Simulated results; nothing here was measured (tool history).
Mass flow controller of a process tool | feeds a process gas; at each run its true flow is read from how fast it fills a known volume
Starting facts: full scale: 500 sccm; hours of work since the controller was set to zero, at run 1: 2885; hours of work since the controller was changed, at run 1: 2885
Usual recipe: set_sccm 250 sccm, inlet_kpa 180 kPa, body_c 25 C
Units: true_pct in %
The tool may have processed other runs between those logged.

run    hour  set_sccm  inlet_kpa  body_c  hours of work since the controller was set to zero  hours of work since the controller was changed  true_pct
  1       0       250        180      25                                                2885                                            2885      99.8
  2   109.2       250        180      25                                                2934                                            2934      99.9
  3   206.9       250        180      25                                                2978                                            2978     99.97
  4   371.7        73        180      25                                                3052                                            3052     98.58
  5   488.6        73        177      25                                                3104                                            3104     98.68
  6   675.9       250        180      40                                                3189                                            3189     98.46
  7   853.2       250        180      25                                                3268                                            3268    100.03
  8  1021.5       250        191      25                                                3344                                            3344     99.95
  9  1233.2       250        191      25                                                3439                                            3439     99.93
 10  1354.3       361        180      25                                                3494                                            3494    100.48
 11  1462.5       361        180      25                                                3542                                            3542    100.57
 12  1683.3       250        180      25                                                3642                                            3642     99.94
 13  1789.9       250        180      22                                                3690                                            3690    100.31
 14  1988.1       125        174      25                                                3779                                            3779     99.32
 15  2126.1       113        194      22                                                3841                                            3841     99.29
 16  2227.8        93        165      22                                                3886                                            3886     99.37
 17    2449        93        165      22                                                3986                                            3986     99.33
 18  2579.1        93        165      22                                                4044                                            4044     99.19
 19  2800.6       492        258      25                                                4144                                            4144    100.76
 20  2923.2       135        258      25                                                4199                                            4199     98.96
 21  3077.6       167        143      34                                                4269                                            4269     98.97
 22  3202.4       116        140      21                                                4325                                            4325     99.79
 23  3374.2       110        140      39                                                4402                                            4402     98.13
 24  3578.4        59        270      21                                                4494                                            4494     98.16

Table of differences, measured result less the result of that run with no hidden state. Run-to-run variation is the same in both. Gauge scatter possibly is not:
What the log doesn't record here: flow at rest that the sensor doesn't see, % of full scale; true flow over the shown one, %; drift of the gauge itself on true_pct, %.
run  true_pct
  1      +0.6
  2     +0.61
  3     +0.62
  4     -0.09
  5     -0.09
  6     +0.67
  7     +0.68
  8      +0.7
  9     +0.72
 10     +0.84
 11     +0.85
 12     +0.76
 13     +0.78
 14     +0.43
 15     +0.36
 16     +0.19
 17      +0.2
 18     +0.19
 19     +1.07
 20     +0.55
 21     +0.71
 22     +0.44
 23      +0.4
 24     -0.45
